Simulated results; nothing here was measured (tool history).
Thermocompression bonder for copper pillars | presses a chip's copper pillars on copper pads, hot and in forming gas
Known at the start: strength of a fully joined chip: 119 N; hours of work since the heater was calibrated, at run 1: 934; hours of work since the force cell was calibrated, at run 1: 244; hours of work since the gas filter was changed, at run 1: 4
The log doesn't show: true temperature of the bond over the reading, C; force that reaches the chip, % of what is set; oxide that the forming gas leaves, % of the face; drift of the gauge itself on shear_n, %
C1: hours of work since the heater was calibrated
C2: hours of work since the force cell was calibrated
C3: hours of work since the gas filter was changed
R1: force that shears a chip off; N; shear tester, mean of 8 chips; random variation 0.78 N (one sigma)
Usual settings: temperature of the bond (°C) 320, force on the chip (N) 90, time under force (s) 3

Run 1, hour 0.0: usual settings; C1 934; C2 244; C3 4. Result: R1 66.8 N.
Run 2, hour 51.1: usual settings; C1 958; C2 268; C3 28. Result: R1 65.4 N.
Run 3, hour 129.8: usual settings but time under force (s) 6; C1 996; C2 306; C3 66. Result: R1 78.8 N.
Run 4, hour 198.5: usual settings but temperature of the bond (°C) 294; C1 1029; C2 339; C3 99. Result: R1 46.7 N.
Run 5, hour 284.3: usual settings but temperature of the bond (°C) 294; C1 1070; C2 380; C3 140. Result: R1 46.9 N.
At hour 342.4: forming gas filter changed.
Run 6, hour 342.4: usual settings but temperature of the bond (°C) 295; C1 1098; C2 407; C3 0. Result: R1 49.6 N.
Run 7, hour 387.9: usual settings; C1 1119; C2 429; C3 22. Result: R1 66.9 N.
Run 8, hour 424.6: usual settings but force on the chip (N) 87; C1 1137; C2 447; C3 39. Result: R1 64.4 N.
Run 9, hour 507.6: usual settings but time under force (s) 2; C1 1177; C2 486; C3 79. Result: R1 56.9 N.
Run 10, hour 549.2: usual settings but time under force (s) 5; C1 1197; C2 506; C3 99. Result: R1 73.9 N.
Run 11, hour 627.3: usual settings but force on the chip (N) 87, time under force (s) 5; C1 1234; C2 544; C3 136. Result: R1 75.5 N.
At hour 636.7: force cell calibrated.
Run 12, hour 672.8: usual settings but temperature of the bond (°C) 329, force on the chip (N) 131, time under force (s) 2; C1 1255; C2 17; C3 157. Result: R1 83.1 N.
At hour 689.7: forming gas filter changed.
Run 13, hour 748.7: usual settings but temperature of the bond (°C) 329, force on the chip (N) 131, time under force (s) 2; C1 1291; C2 53; C3 28. Result: R1 83.4 N.
At hour 782.7: force cell calibrated, once more.
Run 14, hour 821.4: usual settings but temperature of the bond (°C) 315; C1 1325; C2 19; C3 62. Result: R1 60.4 N.
Run 15, hour 860.7: usual settings but temperature of the bond (°C) 315; C1 1344; C2 37; C3 81. Result: R1 60.8 N.
At hour 894.9: heater calibrated with a thermocouple chip.
Run 16, hour 937.4: usual settings but temperature of the bond (°C) 304, force on the chip (N) 85, time under force (s) 7; C1 20; C2 73; C3 117. Result: R1 62.9 N.
Run 17, hour 996.2: usual settings but temperature of the bond (°C) 304, force on the chip (N) 85, time under force (s) 7; C1 48; C2 101; C3 145. Result: R1 62.3 N.
At hour 1041.9: forming gas filter changed.
Run 18, hour 1077.2: usual settings but temperature of the bond (°C) 337, force on the chip (N) 85, time under force (s) 7; C1 87; C2 140; C3 17. Result: R1 88.7 N.
Run 19, hour 1159.6: usual settings but temperature of the bond (°C) 337, force on the chip (N) 85, time under force (s) 7; C1 126; C2 179; C3 56. Result: R1 89.2 N.
Run 20, hour 1239.8: usual settings but temperature of the bond (°C) 297, force on the chip (N) 132, time under force (s) 2; C1 165; C2 218; C3 95. Result: R1 53.8 N.
Run 21, hour 1295.7: usual settings but time under force (s) 6; C1 192; C2 244; C3 121. Result: R1 74.9 N.

4 ways to go on from here, each from the tool as it stands after run 21. What would each give?
Run A, hour 1332.4: usual settings but temperature of the bond (°C) 296, force on the chip (N) 100, time under force (s) 6; C1 209; C2 262; C3 139. Result: R1 ?.
Run B, hour 1332.4: usual settings but temperature of the bond (°C) 322, force on the chip (N) 77; C1 209; C2 262; C3 139. Result: R1 ?.
Run C, hour 1332.4: usual settings but temperature of the bond (°C) 331, force on the chip (N) 63, time under force (s) 4; C1 209; C2 262; C3 139. Result: R1 ?.
Run D, hour 1332.4: usual settings but temperature of the bond (°C) 346, force on the chip (N) 134; C1 209; C2 262; C3 139. Result: R1 ?.

run    R1
  A  62.6
  B  54.3
  C  57.3
  D  93.5
Without the tool's hidden state the same runs would have given:
run    R1
  A  62.4
  B  54.1
  C  57.2
  D  94.9
